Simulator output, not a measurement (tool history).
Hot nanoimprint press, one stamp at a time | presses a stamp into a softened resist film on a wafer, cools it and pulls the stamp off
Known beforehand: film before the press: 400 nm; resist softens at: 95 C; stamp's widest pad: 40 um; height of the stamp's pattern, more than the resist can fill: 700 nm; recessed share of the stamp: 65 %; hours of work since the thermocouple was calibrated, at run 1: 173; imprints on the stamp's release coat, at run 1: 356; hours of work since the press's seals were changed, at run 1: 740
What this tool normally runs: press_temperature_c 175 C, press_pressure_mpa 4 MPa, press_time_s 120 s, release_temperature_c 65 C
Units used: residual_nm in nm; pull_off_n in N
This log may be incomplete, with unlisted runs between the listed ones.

run	day	press_temperature_c	press_pressure_mpa	press_time_s	release_temperature_c	hours of work since the thermocouple was calibrated	imprints on the stamp's release coat	hours of work since the press's seals were changed	residual_nm	pull_off_n
1	0	175	4	120	65	173	356	740	186.6	248
2	0.912	173	4	120	65	184	437	751	201.5	254
3	2.312	173	4	81	65	200	561	768	226.6	264
# day 3.071: stamp cleaned and given a new release coat
4	4.062	173	4	81	65	219	88	786	226.4	228
5	5.742	173	4	81	65	239	236	806	230	239
6	7.188	173	4	81	65	256	364	824	230.5	251
7	8.488	175	4	120	52	272	479	839	186.4	352
# day 9.221: press's hydraulic seals changed and the load cell set to zero
# day 10.575: stamp cleaned and given a new release coat
8	10.742	166	4	120	52	292	15	15	250.2	296
9	11.671	175	4	120	65	303	97	26	183.5	223
# day 11.942: plate thermocouple calibrated
10	13.158	175	4	120	65	15	217	43	178.6	226
11	14.896	175	4	120	65	36	371	64	179.5	243
12	16.371	175	4	120	65	53	501	82	179.3	250
# day 17.871: stamp cleaned and given a new release coat
13	17.892	175	4	120	65	69	2	97	178.8	213
# day 18.142: plate thermocouple calibrated, once more
14	18.95	175	4	120	65	10	85	108	185.3	215
15	20.821	175	4	120	65	32	251	131	184.9	238
16	22.221	175	3.16	120	59	49	374	148	202.7	297
17	23.6	175	3.16	128	51	66	496	164	197.7	365
18	24.738	169	4.79	144	71	80	596	178	199.3	219
# day 25.138: stamp cleaned and given a new release coat
19	26.042	169	4.79	144	71	92	80	191	199.8	183
20	27.817	176	2.42	64	65	114	237	212	264.1	234
21	29.4	172	6.31	158	63	133	377	231	152.9	268
22	31.075	168	2.75	158	52	153	525	251	245.4	354
# day 32.242: stamp cleaned and given a new release coat
23	32.483	168	2.75	158	52	167	21	265	244.2	288
24	34.142	168	2.75	131	63	187	168	285	257.6	237
25	35.842	168	2.75	131	63	207	318	306	254.1	251
26	36.821	169	4	120	61	219	405	318	224.1	273
27	38.404	169	4	120	61	238	545	337	224.5	292
# day 39.45: stamp cleaned and given a new release coat
28	40.579	169	3.53	120	61	261	100	360	232.1	244
29	42.217	176	3.53	66	70	281	244	380	230.2	201

Describe how what the log doesn't record of the tool's condition differs between the last listed run preceding each entry between runs and the first listed run following it.
From run 3 to run 4: stamp cleaned and given a new release coat (day 3.071)
  true temperature over the reading, C: 0.31 -> 0.37; pressure that arrives at the usual setting, %: 96.6 -> 96.52; grip of the stamp's worn release coat, % over a new coat's: 23.2 -> 3.5
  the result without the hidden state subtracted from the measured one, residual_nm: +0.5 -> +0.2 nm; pull_off_n: +48 -> +5 N
From run 7 to run 8: press's hydraulic seals changed and the load cell set to zero (day 9.221); stamp cleaned and given a new release coat (day 10.575)
  true temperature over the reading, C: 0.52 -> 0.58; pressure that arrives at the usual setting, %: 96.27 -> 100.13; grip of the stamp's worn release coat, % over a new coat's: 19.7 -> 0.6
  the result without the hidden state subtracted from the measured one, residual_nm: -0.6 -> -4.8 nm; pull_off_n: +55 -> -2 N
From run 9 to run 10: plate thermocouple calibrated (day 11.942)
  true temperature over the reading, C: 0.62 -> 0.94; pressure that arrives at the usual setting, %: 100.08 -> 100.01; grip of the stamp's worn release coat, % over a new coat's: 3.9 -> 8.7
  the result without the hidden state subtracted from the measured one, residual_nm: -4.2 -> -6.2 nm; pull_off_n: +5 -> +13 N
From run 12 to run 13: stamp cleaned and given a new release coat (day 17.871)
  true temperature over the reading, C: 1.06 -> 1.11; pressure that arrives at the usual setting, %: 99.84 -> 99.77; grip of the stamp's worn release coat, % over a new coat's: 20.6 -> 0.1
  the result without the hidden state subtracted from the measured one, residual_nm: -6.9 -> -7.2 nm; pull_off_n: +37 -> -6 N
From run 13 to run 14: plate thermocouple calibrated, once more (day 18.142)
  true temperature over the reading, C: 1.11 -> 0.23; pressure that arrives at the usual setting, %: 99.77 -> 99.72; grip of the stamp's worn release coat, % over a new coat's: 0.1 -> 3.4
  the result without the hidden state subtracted from the measured one, residual_nm: -7.2 -> -1.3 nm; pull_off_n: -6 -> +6 N
From run 18 to run 19: stamp cleaned and given a new release coat (day 25.138)
  true temperature over the reading, C: 0.45 -> 0.48; pressure that arrives at the usual setting, %: 99.4 -> 99.34; grip of the stamp's worn release coat, % over a new coat's: 24.7 -> 3.2
  the result without the hidden state subtracted from the measured one, residual_nm: -2.8 -> -3 nm; pull_off_n: +41 -> +2 N
From run 22 to run 23: stamp cleaned and given a new release coat (day 32.242)
  true temperature over the reading, C: 0.67 -> 0.71; pressure that arrives at the usual setting, %: 99.06 -> 98.99; grip of the stamp's worn release coat, % over a new coat's: 21.6 -> 0.8
  the result without the hidden state subtracted from the measured one, residual_nm: -4.7 -> -5 nm; pull_off_n: +59 -> -2 N
From run 27 to run 28: stamp cleaned and given a new release coat (day 39.45)
  true temperature over the reading, C: 0.93 -> 1; pressure that arrives at the usual setting, %: 98.67 -> 98.56; grip of the stamp's worn release coat, % over a new coat's: 22.5 -> 4
  the result without the hidden state subtracted from the measured one, residual_nm: -6.1 -> -6.7 nm; pull_off_n: +48 -> +3 N
